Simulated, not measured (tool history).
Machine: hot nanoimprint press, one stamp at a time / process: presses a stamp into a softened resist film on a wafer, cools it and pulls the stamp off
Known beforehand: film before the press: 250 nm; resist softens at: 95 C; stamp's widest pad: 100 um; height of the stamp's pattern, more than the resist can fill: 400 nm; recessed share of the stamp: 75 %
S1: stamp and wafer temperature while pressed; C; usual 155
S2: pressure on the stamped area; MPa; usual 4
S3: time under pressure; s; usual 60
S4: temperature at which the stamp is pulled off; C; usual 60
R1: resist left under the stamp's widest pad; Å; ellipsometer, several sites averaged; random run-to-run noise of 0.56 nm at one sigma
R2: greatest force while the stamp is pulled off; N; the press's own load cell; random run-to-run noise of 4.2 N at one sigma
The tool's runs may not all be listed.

Run 1, hour 0: usual settings. Result: R1 909 Å, R2 208 N.
Run 2, hour 6.4: usual settings. Result: R1 905 Å, R2 203 N.
Run 3, hour 12.6: usual settings. Result: R1 900 Å, R2 215 N.
Run 4, hour 21.7: usual settings. Result: R1 901 Å, R2 206 N.
Run 5, hour 27: usual settings. Result: R1 901 Å, R2 213 N.
Run 6, hour 33.4: usual settings. Result: R1 909 Å, R2 212 N.
Run 7, hour 42.9: usual settings. Result: R1 894 Å, R2 208 N.
Run 8, hour 51.7: usual settings. Result: R1 910 Å, R2 206 N.
Run 9, hour 62.9: usual settings. Result: R1 907 Å, R2 214 N.
Run 10, hour 70.3: usual settings. Result: R1 899 Å, R2 220 N.
Run 11, hour 75.5: usual settings but S2 6.38 MPa. Result: R1 715 Å, R2 216 N.
Run 12, hour 86: usual settings. Result: R1 900 Å, R2 218 N.
Run 13, hour 96.5: usual settings. Result: R1 904 Å, R2 215 N.
Run 14, hour 103.4: usual settings. Result: R1 905 Å, R2 222 N.
Run 15, hour 108.2: usual settings. Result: R1 899 Å, R2 226 N.
Run 16, hour 115.9: usual settings but S2 5.55 MPa, S3 74 s. Result: R1 691 Å, R2 223 N.
Run 17, hour 121: usual settings but S2 5.55 MPa, S3 74 s. Result: R1 698 Å, R2 221 N.
Run 18, hour 128.8: usual settings but S2 5.55 MPa, S3 74 s. Result: R1 695 Å, R2 219 N.
Run 19, hour 134.2: usual settings but S2 5.55 MPa, S3 74 s. Result: R1 692 Å, R2 227 N.
Run 20, hour 142.8: usual settings but S2 5.55 MPa, S3 74 s. Result: R1 692 Å, R2 224 N.
Run 21, hour 150.5: usual settings but S1 162 C, S4 46 C. Result: R1 583 Å, R2 250 N.
Run 22, hour 159.4: usual settings but S2 2.81 MPa. Result: R1 1077 Å, R2 227 N.
Run 23, hour 166.1: usual settings but S2 2.81 MPa. Result: R1 1060 Å, R2 232 N.
Run 24, hour 177.5: usual settings but S2 2.81 MPa. Result: R1 1065 Å, R2 238 N.
Run 25, hour 183.3: usual settings but S1 144 C, S4 61 C. Result: R1 1729 Å, R2 233 N.
Run 26, hour 192.7: usual settings but S1 144 C, S4 61 C. Result: R1 1740 Å, R2 224 N.
Run 27, hour 197.5: usual settings but S1 163 C. Result: R1 540 Å, R2 229 N.
Run 28, hour 207.9: usual settings but S1 163 C. Result: R1 537 Å, R2 231 N.

Each row is a separate what-if for the run after 28, all from the same tool condition, not one after another. Results?
Run A, hour 216.9: usual settings but S1 165 C, S2 2.74 MPa, S4 45 C. Result: R1 ?, R2 ?.
Run B, hour 216.9: usual settings but S4 53 C. Result: R1 ?, R2 ?.
Run C, hour 216.9: usual settings but S1 151 C, S3 35 s, S4 63 C. Result: R1 ?, R2 ?.
Run D, hour 216.9: usual settings but S1 150 C. Result: R1 ?, R2 ?.

run    R1   R2
  A   588  247
  B   889  247
  C  1382  237
  D  1231  232
With no hidden state in the tool, these same runs would have given:
run    R1   R2
  A   606  218
  B   917  218
  C  1421  209
  D  1269  205
